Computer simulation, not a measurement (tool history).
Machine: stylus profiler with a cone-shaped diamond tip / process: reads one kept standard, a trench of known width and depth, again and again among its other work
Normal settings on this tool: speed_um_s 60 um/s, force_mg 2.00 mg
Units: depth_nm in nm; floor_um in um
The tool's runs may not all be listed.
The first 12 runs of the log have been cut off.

| run | hour | speed_um_s | force_mg | scans with this tip | hours of work since the height scale was calibrated | depth_nm | floor_um |
|---|---|---|---|---|---|---|---|
| 13 | 352.8 | 60 | 0.91 | 4998 | 1229 | 202.65 | 17.38 |
| 14 | 386.2 | 60 | 0.91 | 5076 | 1248 | 202.62 | 17.35 |
| 15 | 414.5 | 60 | 0.91 | 5143 | 1265 | 202.70 | 17.38 |
| 16 | 447.9 | 60 | 0.91 | 5221 | 1284 | 202.77 | 17.33 |
| 17 | 491.7 | 127 | 2.00 | 5324 | 1309 | 204.00 | 17.09 |
| 18 | 527.8 | 127 | 2.00 | 5409 | 1330 | 203.86 | 17.07 |
| 19 | 560.3 | 127 | 2.00 | 5486 | 1349 | 203.81 | 17.05 |
| 20 | 586.7 | 127 | 2.00 | 5548 | 1364 | 204.05 | 17.05 |
| 21 | 611.8 | 168 | 4.97 | 5607 | 1379 | 206.13 | 17.15 |
| 22 | 630.9 | 168 | 4.97 | 5652 | 1390 | 206.60 | 17.20 |
| 23 | 673.5 | 60 | 1.08 | 5752 | 1415 | 203.02 | 17.39 |
| 24 | 704.5 | 190 | 5.41 | 5825 | 1433 | 206.61 | 17.13 |
|  | 722.4 | height scale calibrated on a step standard |
| 25 | 746.8 | 70 | 1.26 | 5924 | 14 | 201.92 | 17.28 |
| 26 | 792.5 | 24 | 1.59 | 6031 | 41 | 202.34 | 17.73 |
| 27 | 824.9 | 24 | 1.59 | 6108 | 59 | 202.07 | 17.76 |
| 28 | 846.8 | 24 | 1.59 | 6159 | 72 | 202.51 | 17.78 |
| 29 | 872.8 | 24 | 0.79 | 6220 | 87 | 201.41 | 17.67 |
| 30 | 904.0 | 78 | 2.93 | 6294 | 105 | 203.52 | 17.45 |
| 31 | 928.0 | 78 | 2.93 | 6350 | 119 | 203.45 | 17.44 |
| 32 | 958.2 | 116 | 1.77 | 6421 | 136 | 202.52 | 17.04 |
| 33 | 1001.8 | 22 | 0.83 | 6524 | 162 | 201.45 | 17.67 |
| 34 | 1035.6 | 147 | 0.70 | 6604 | 181 | 201.19 | 16.14 |
| 35 | 1063.7 | 171 | 0.70 | 6670 | 198 | 201.50 | 15.84 |
| 36 | 1095.9 | 171 | 1.84 | 6746 | 216 | 202.67 | 16.62 |
| 37 | 1129.6 | 60 | 5.09 | 6825 | 236 | 205.16 | 17.60 |

Here are 4 independent what-if runs from the current tool condition. What would each one return?
| A | 1156.2 | 15 | 0.77 | 6887 | 251 | ? | ? |
| B | 1156.2 | 60 | 3.39 | 6887 | 251 | ? | ? |
| C | 1156.2 | 54 | 2.64 | 6887 | 251 | ? | ? |
| D | 1156.2 | 97 | 0.73 | 6887 | 251 | ? | ? |

| run | depth_nm | floor_um |
|---|---|---|
| A | 201.46 | 17.72 |
| B | 203.86 | 17.59 |
| C | 203.35 | 17.60 |
| D | 201.77 | 16.72 |
Without the tool's hidden state the same runs would have given:
| run | depth_nm | floor_um |
|---|---|---|
| A | 201.29 | 18.09 |
| B | 203.68 | 17.95 |
| C | 203.18 | 17.97 |
| D | 201.60 | 17.08 |
